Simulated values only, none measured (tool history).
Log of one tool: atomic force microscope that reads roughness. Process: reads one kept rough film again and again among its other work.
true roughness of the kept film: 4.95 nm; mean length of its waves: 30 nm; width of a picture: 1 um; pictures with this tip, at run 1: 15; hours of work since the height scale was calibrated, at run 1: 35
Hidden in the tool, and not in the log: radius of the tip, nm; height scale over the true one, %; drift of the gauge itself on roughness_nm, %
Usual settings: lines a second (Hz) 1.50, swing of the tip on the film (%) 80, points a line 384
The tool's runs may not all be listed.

run,hour,lines a second (Hz),swing of the tip on the film (%),points a line,pictures with this tip,hours of work since the height scale was calibrated,roughness of the kept film (nm (root mean square))
1,0.0,1.50,80,384,15,35,3.730
2,9.0,1.50,80,384,31,40,3.658
3,14.9,1.50,80,384,41,43,3.680
4,19.9,1.50,80,384,50,46,3.609
5,25.3,1.50,80,384,59,49,3.625
6,34.4,1.50,80,384,75,54,3.598
7,39.3,1.50,80,990,84,57,3.586
8,47.2,1.50,80,384,97,61,3.531
9,53.7,0.63,58,281,109,65,4.036
10,62.9,0.54,60,384,125,70,4.028
11,70.9,1.37,56,898,139,74,3.932
12,78.3,1.99,56,384,151,78,3.813
# hour 83.0: new tip fitted
13,87.7,1.65,69,317,8,83,3.917
14,94.9,1.65,69,317,20,87,3.914

Forecast run 15:
15,99.6,0.85,69,499,29,90,?

{"run 15": {"roughness of the kept film (nm (root mean square))": 4.117}}
Without the tool's hidden state the same run would have given roughness of the kept film (nm (root mean square)) 4.232.

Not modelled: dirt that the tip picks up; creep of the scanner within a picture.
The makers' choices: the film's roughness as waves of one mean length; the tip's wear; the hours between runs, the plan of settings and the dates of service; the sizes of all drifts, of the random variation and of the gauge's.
